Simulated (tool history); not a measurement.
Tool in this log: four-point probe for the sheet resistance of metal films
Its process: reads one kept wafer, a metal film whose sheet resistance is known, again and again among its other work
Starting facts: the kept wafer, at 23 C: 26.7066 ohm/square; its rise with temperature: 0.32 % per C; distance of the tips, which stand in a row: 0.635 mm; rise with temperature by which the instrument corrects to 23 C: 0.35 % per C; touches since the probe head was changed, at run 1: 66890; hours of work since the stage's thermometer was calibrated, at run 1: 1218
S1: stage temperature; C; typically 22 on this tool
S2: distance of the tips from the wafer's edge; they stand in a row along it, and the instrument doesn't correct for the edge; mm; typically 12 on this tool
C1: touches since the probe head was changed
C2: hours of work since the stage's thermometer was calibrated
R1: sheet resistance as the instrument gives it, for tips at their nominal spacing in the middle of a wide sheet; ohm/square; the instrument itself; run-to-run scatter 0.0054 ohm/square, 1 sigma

run    hour  S1  S2     C1    C2         R1
  1     0.0  22  12  66890  1218  27.056730
  2   124.5  22  12  69226  1287  27.048700
  3   242.8  22  12  71447  1353  27.069269
  4   350.7  22  12  73473  1412  27.067186
  5   429.9  22  12  74958  1456  27.071145
  6   497.4  22  21  76226  1494  27.057668
  7   561.4  22  21  77426  1529  27.064404
  8   656.0  22  21  79201  1581  27.067868
      666.9  -- stage's thermometer calibrated
  9   759.3  22  12  81131    51  27.162310
 10   856.5  22  12  82956   105  27.152408
 11   932.6  22   7  84383   147  27.252389
      939.5  -- new probe head fitted
 12  1020.2  18  12   1515   195  26.753021
 13  1082.6  18  12   2685   230  26.748638
 14  1140.1  18  12   3766   261  26.765780
 15  1258.5  18  12   5988   327  26.764019
 16  1322.2  22  12   7183   362  26.735025
 17  1374.1  22  12   8156   391  26.742951
 18  1438.3  22  38   9361   426  26.713095
 19  1493.1  22  12  10391   457  26.752341
 20  1599.4  22  12  12386   516  26.756204
 21  1708.1  22  12  14426   576  26.752141
 22  1787.0  22  12  15907   619  26.770624
 23  1855.5  22  12  17193   657  26.785154
 24  1945.6  32   6  18883   707  26.813079
 25  2011.1  19   4  20114   744  27.121826
 26  2075.1  18  18  21314   779  26.794011
 27  2181.3  18  18  23307   838  26.806248
 28  2276.4  27  12  25092   890  26.770718
 29  2398.2  22   3  27378   958  27.394084
 30  2508.9  22   3  29457  1019  27.407788
 31  2611.9  24  48  31390  1076  26.771551
 32  2667.3  24   9  32429  1107  26.837656
 33  2781.9  23  33  34579  1170  26.794710
 34  2845.4  23  33  35771  1205  26.798871
 35  2943.0  23  33  37603  1259  26.806244
 36  3048.9  30  51  39591  1318  26.747647
 37  3151.6  30  51  41518  1375  26.762302
 38  3212.0  19  31  42653  1408  26.850702
 39  3294.1  24   4  44194  1454  27.162463
 40  3392.7  20  10  46044  1508  26.909981
 41  3499.0  24  69  48040  1567  26.830435
     3533.3  -- stage's thermometer calibrated
 42  3596.1  26  18  49852    35  26.868914
 43  3690.2  19   8  51618    87  27.006556
 44  3781.9  33   4  53339   138  27.167546
 45  3851.9  34   4  54654   176  27.166451

Below are 3 alternative next runs, each starting from the tool's condition after run 45. Predict each:
  A  3965.6  22   4  56787  239   ?
  B  3965.6  34   8  56787  239   ?
  C  3965.6  22  15  56787  239   ?

run         R1
  A  27.273194
  B  26.911991
  C  26.940744
Stripped of hidden state, with their random variation kept, the same runs would have yielded:
run         R1
  A  27.073913
  B  26.714752
  C  26.743690

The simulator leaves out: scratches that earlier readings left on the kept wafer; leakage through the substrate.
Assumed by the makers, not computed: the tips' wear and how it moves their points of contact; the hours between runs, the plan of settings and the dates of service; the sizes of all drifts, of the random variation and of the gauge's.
